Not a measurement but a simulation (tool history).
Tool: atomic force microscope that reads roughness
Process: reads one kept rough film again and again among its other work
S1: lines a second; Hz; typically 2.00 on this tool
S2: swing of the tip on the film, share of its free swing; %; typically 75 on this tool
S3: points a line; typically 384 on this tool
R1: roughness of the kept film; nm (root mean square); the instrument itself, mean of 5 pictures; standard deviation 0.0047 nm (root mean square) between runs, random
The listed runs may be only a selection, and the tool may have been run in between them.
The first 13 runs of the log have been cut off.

run   hour    S1  S2   S3     R1
 14  194.2  2.00  75  432  0.625
 15  209.5  1.77  75  432  0.623
 16  227.0  2.00  75  972  0.610
 17  242.4  2.00  75  972  0.615
 18  251.4  2.00  68  384  0.611
     253.7  -- height scale calibrated on a step standard
 19  267.8  1.26  75  384  0.607
 20  285.1  1.26  75  468  0.606
     291.4  -- new tip fitted
 21  301.5  1.26  75  468  0.652
 22  321.4  1.26  75  468  0.654
 23  342.6  1.26  75  468  0.640
 24  356.2  1.26  75  468  0.635
     360.5  -- height scale calibrated on a step standard, once more
 25  368.9  2.00  75  384  0.591
 26  377.9  3.59  75  384  0.548
 27  394.5  3.10  75  478  0.558
 28  410.9  2.00  67  551  0.609
 29  420.1  1.02  83  515  0.590
     428.7  -- new tip fitted
 30  437.8  1.02  83  515  0.649
 31  450.1  2.00  58  384  0.671
 32  466.6  3.79  75  971  0.577
 33  487.4  2.44  82  293  0.544
 34  499.7  3.67  58  443  0.624
 35  511.2  1.92  61  345  0.640
 36  530.2  1.92  61  345  0.629

Predict the results of run 37:
 37  542.4  1.92  67  960   ?

R1: 0.625 nm (root mean square)
Without the tool's hidden state the same run would have given R1 0.671 nm (root mean square).
